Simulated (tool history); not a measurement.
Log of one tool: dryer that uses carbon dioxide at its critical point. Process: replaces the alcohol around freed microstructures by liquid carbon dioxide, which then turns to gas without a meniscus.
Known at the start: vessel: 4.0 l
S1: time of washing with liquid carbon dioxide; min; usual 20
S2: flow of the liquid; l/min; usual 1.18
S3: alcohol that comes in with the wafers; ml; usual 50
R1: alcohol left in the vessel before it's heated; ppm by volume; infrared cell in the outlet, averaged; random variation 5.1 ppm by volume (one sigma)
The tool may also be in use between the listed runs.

| run | hour | S1 | S2 | S3 | R1 |
|---|---|---|---|---|---|
| 1 | 0 | 20 | 1.18 | 50 | 126 |
| 2 | 12.2 | 20 | 1.18 | 50 | 122 |
| 3 | 20.4 | 20 | 1.18 | 50 | 124 |
| 4 | 26.8 | 21 | 1.18 | 50 | 118 |
| 5 | 32.7 | 20 | 1.18 | 104 | 190 |
| 6 | 39.6 | 17 | 1.18 | 104 | 356 |
| 7 | 52.6 | 17 | 1.18 | 104 | 350 |
| 8 | 60.3 | 20 | 1.18 | 50 | 144 |
| 9 | 70.5 | 20 | 1.18 | 50 | 129 |
| 10 | 77.2 | 20 | 1.18 | 85 | 187 |
| 11 | 89.2 | 20 | 1.18 | 50 | 143 |
| 12 | 97.2 | 20 | 1.18 | 26 | 113 |
| 13 | 106.1 | 20 | 1.18 | 26 | 109 |
| 14 | 114.5 | 20 | 1.18 | 26 | 123 |
| 15 | 120.3 | 20 | 1.18 | 50 | 150 |
| 16 | 129.9 | 20 | 1.18 | 50 | 161 |
| 17 | 136.5 | 20 | 1.18 | 50 | 153 |
| 18 | 143 | 20 | 1.18 | 50 | 146 |
| 19 | 152.2 | 15 | 1.18 | 50 | 338 |
| 20 | 160.6 | 15 | 1.18 | 50 | 352 |
| 21 | 173.5 | 15 | 1.18 | 50 | 349 |
| 22 | 186.5 | 15 | 1.18 | 50 | 343 |
| 23 | 198.4 | 15 | 1.18 | 50 | 372 |
| 24 | 209.8 | 15 | 1.18 | 50 | 369 |
| 25 | 217.3 | 31 | 1.14 | 47 | 109 |
| 26 | 226.6 | 21 | 1.18 | 50 | 154 |
| 27 | 232.8 | 14 | 1.02 | 95 | 1180 |
| 28 | 241.7 | 20 | 1.18 | 83 | 237 |
| 29 | 248.1 | 14 | 1.18 | 72 | 634 |
| 30 | 258.5 | 20 | 1.05 | 50 | 241 |
| 31 | 271.1 | 31 | 1.6 | 23 | 105 |
| 32 | 284.3 | 31 | 1.6 | 23 | 106 |
| 33 | 295.5 | 31 | 1.6 | 23 | 106 |
| 34 | 303.4 | 24 | 1.18 | 60 | 148 |
| 35 | 308.9 | 26 | 0.74 | 26 | 218 |
| 36 | 316.2 | 19 | 1.27 | 65 | 221 |
| 37 | 329.1 | 13 | 1.18 | 25 | 371 |
| 38 | 338.8 | 21 | 0.72 | 35 | 473 |
| 39 | 346.9 | 18 | 1.03 | 73 | 499 |
| 40 | 360 | 15 | 1.74 | 73 | 228 |
| 41 | 369.8 | 15 | 1.74 | 73 | 216 |
| 42 | 378.1 | 15 | 1.14 | 69 | 637 |
| 43 | 385 | 15 | 1.14 | 69 | 637 |
| 44 | 390.8 | 29 | 1.7 | 50 | 131 |
| 45 | 401.1 | 17 | 1.18 | 50 | 325 |
| 46 | 413.5 | 13 | 1.58 | 32 | 271 |
| 47 | 422.1 | 20 | 0.79 | 50 | 610 |

The same runs without the tool's hidden state, with the same run-to-run variation:
The hidden state here: flow that reaches the vessel past the clogged filter, %; alcohol in the recycled carbon dioxide, ppm; drift of the gauge itself on alcohol_ppm, %.
| run | R1 |
|---|---|
| 1 | 64 |
| 2 | 58 |
| 3 | 58 |
| 4 | 48 |
| 5 | 112 |
| 6 | 260 |
| 7 | 249 |
| 8 | 65 |
| 9 | 48 |
| 10 | 97 |
| 11 | 60 |
| 12 | 35 |
| 13 | 28 |
| 14 | 37 |
| 15 | 59 |
| 16 | 66 |
| 17 | 59 |
| 18 | 50 |
| 19 | 204 |
| 20 | 213 |
| 21 | 205 |
| 22 | 196 |
| 23 | 218 |
| 24 | 210 |
| 25 | 15 |
| 26 | 37 |
| 27 | 843 |
| 28 | 95 |
| 29 | 399 |
| 30 | 95 |
| 31 | 5 |
| 32 | 4 |
| 33 | 1 |
| 34 | 21 |
| 35 | 73 |
| 36 | 67 |
| 37 | 186 |
| 38 | 252 |
| 39 | 250 |
| 40 | 66 |
| 41 | 56 |
| 42 | 328 |
| 43 | 331 |
| 44 | 8 |
| 45 | 117 |
| 46 | 87 |
| 47 | 305 |
